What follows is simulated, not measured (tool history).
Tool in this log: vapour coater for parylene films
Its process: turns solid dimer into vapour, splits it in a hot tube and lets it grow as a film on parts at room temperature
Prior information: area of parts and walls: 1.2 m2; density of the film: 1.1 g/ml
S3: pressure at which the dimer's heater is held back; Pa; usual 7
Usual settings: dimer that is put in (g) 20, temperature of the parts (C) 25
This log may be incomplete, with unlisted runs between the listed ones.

Run 1, hour 0: usual settings. Result: thickness of the film (µm) 10.79.
Run 2, hour 57.7: usual settings. Result: thickness of the film (µm) 10.64.
Run 3, hour 101.9: usual settings. Result: thickness of the film (µm) 10.55.
Run 4, hour 159.1: usual settings. Result: thickness of the film (µm) 10.75.
Run 5, hour 204.8: usual settings. Result: thickness of the film (µm) 10.73.
Run 6, hour 238.8: usual settings. Result: thickness of the film (µm) 10.69.
Run 7, hour 289.8: usual settings. Result: thickness of the film (µm) 10.7.
Run 8, hour 332.1: usual settings but dimer that is put in (g) 17. Result: thickness of the film (µm) 9.08.
Run 9, hour 373.6: usual settings but dimer that is put in (g) 17. Result: thickness of the film (µm) 9.16.
Run 10, hour 429.5: usual settings but dimer that is put in (g) 17. Result: thickness of the film (µm) 9.08.
Run 11, hour 471.3: usual settings but dimer that is put in (g) 17. Result: thickness of the film (µm) 8.92.
Run 12, hour 508.2: usual settings but temperature of the parts (C) 35. Result: thickness of the film (µm) 6.57.
Run 13, hour 550.7: usual settings but temperature of the parts (C) 35. Result: thickness of the film (µm) 6.58.
Run 14, hour 594.4: usual settings but dimer that is put in (g) 19. Result: thickness of the film (µm) 9.98.
At hour 606: trap's valve overhauled.
Run 15, hour 630.5: usual settings but dimer that is put in (g) 19. Result: thickness of the film (µm) 10.16.
Run 16, hour 677.8: usual settings but S3 7.42 Pa. Result: thickness of the film (µm) 10.6.
Run 17, hour 721.7: usual settings. Result: thickness of the film (µm) 10.54.
Run 18, hour 766.6: usual settings. Result: thickness of the film (µm) 10.59.
Run 19, hour 808.6: usual settings. Result: thickness of the film (µm) 10.67.
Run 20, hour 833.8: usual settings. Result: thickness of the film (µm) 10.6.
Run 21, hour 879.1: usual settings but temperature of the parts (C) 18, S3 2.1 Pa. Result: thickness of the film (µm) 14.71.
Run 22, hour 934.8: usual settings but dimer that is put in (g) 19. Result: thickness of the film (µm) 10.2.
Run 23, hour 975.9: usual settings but dimer that is put in (g) 19. Result: thickness of the film (µm) 10.11.
Run 24, hour 1022.2: usual settings but dimer that is put in (g) 16, temperature of the parts (C) 23, S3 11.98 Pa. Result: thickness of the film (µm) 9.06.
Run 25, hour 1059.3: usual settings but dimer that is put in (g) 10, temperature of the parts (C) 20, S3 7.27 Pa. Result: thickness of the film (µm) 6.87.
Run 26, hour 1083.3: usual settings but dimer that is put in (g) 10, temperature of the parts (C) 20, S3 7.27 Pa. Result: thickness of the film (µm) 6.68.
Run 27, hour 1119.3: usual settings but dimer that is put in (g) 9, temperature of the parts (C) 21, S3 7.94 Pa. Result: thickness of the film (µm) 5.83.
Run 28, hour 1147.9: usual settings but temperature of the parts (C) 29, S3 7.75 Pa. Result: thickness of the film (µm) 8.69.
At hour 1160.4: table's thermometer calibrated.
Run 29, hour 1179.7: usual settings but dimer that is put in (g) 30, temperature of the parts (C) 19, S3 2.89 Pa. Result: thickness of the film (µm) 22.22.
Run 30, hour 1225.1: usual settings but dimer that is put in (g) 30, temperature of the parts (C) 19, S3 2.89 Pa. Result: thickness of the film (µm) 22.02.
Run 31, hour 1256.7: usual settings but dimer that is put in (g) 17, temperature of the parts (C) 17, S3 5.66 Pa. Result: thickness of the film (µm) 12.49.
Run 32, hour 1293.5: usual settings but dimer that is put in (g) 17, temperature of the parts (C) 17, S3 5.66 Pa. Result: thickness of the film (µm) 12.32.
Run 33, hour 1331.4: usual settings but dimer that is put in (g) 35, temperature of the parts (C) 34, S3 3.3 Pa. Result: thickness of the film (µm) 12.51.
At hour 1363.9: trap's valve overhauled.
Run 34, hour 1363.9: usual settings but dimer that is put in (g) 35, temperature of the parts (C) 26, S3 3.67 Pa. Result: thickness of the film (µm) 18.68.
Run 35, hour 1400.5: usual settings but dimer that is put in (g) 35, temperature of the parts (C) 26, S3 3.67 Pa. Result: thickness of the film (µm) 18.58.
Run 36, hour 1430.1: usual settings but dimer that is put in (g) 35, temperature of the parts (C) 26, S3 3.67 Pa. Result: thickness of the film (µm) 18.62.
Run 37, hour 1466.5: usual settings but dimer that is put in (g) 8, temperature of the parts (C) 26, S3 11.21 Pa. Result: thickness of the film (µm) 4.01.
Run 38, hour 1497.9: usual settings but dimer that is put in (g) 8, temperature of the parts (C) 26, S3 2.99 Pa. Result: thickness of the film (µm) 4.27.
Run 39, hour 1539.8: usual settings but dimer that is put in (g) 8, temperature of the parts (C) 26, S3 2.99 Pa. Result: thickness of the film (µm) 4.3.
Run 40, hour 1596.5: usual settings but dimer that is put in (g) 33, temperature of the parts (C) 26, S3 2.99 Pa. Result: thickness of the film (µm) 17.51.

Results per run with the tool's hidden condition removed, run-to-run variation unchanged:
Unlogged tool condition in this case: vapour lost through the trap's worn valve, %; true temperature of the parts over the reading, C; drift of the gauge itself on film_um, %.
run  thickness of the film (µm)
  1                       10.82
  2                       10.67
  3                       10.58
  4                       10.79
  5                       10.78
  6                       10.74
  7                       10.75
  8                        9.13
  9                        9.22
 10                        9.15
 11                        8.99
 12                        6.62
 13                        6.63
 14                       10.07
 15                       10.18
 16                       10.63
 17                       10.57
 18                       10.63
 19                       10.71
 20                       10.65
 21                       14.76
 22                       10.26
 23                       10.17
 24                        9.12
 25                        6.92
 26                        6.73
 27                        5.88
 28                        8.76
 29                       22.35
 30                       22.16
 31                       12.57
 32                        12.4
 33                        12.6
 34                        18.7
 35                        18.6
 36                       18.65
 37                        4.02
 38                        4.28
 39                        4.31
 40                       17.56

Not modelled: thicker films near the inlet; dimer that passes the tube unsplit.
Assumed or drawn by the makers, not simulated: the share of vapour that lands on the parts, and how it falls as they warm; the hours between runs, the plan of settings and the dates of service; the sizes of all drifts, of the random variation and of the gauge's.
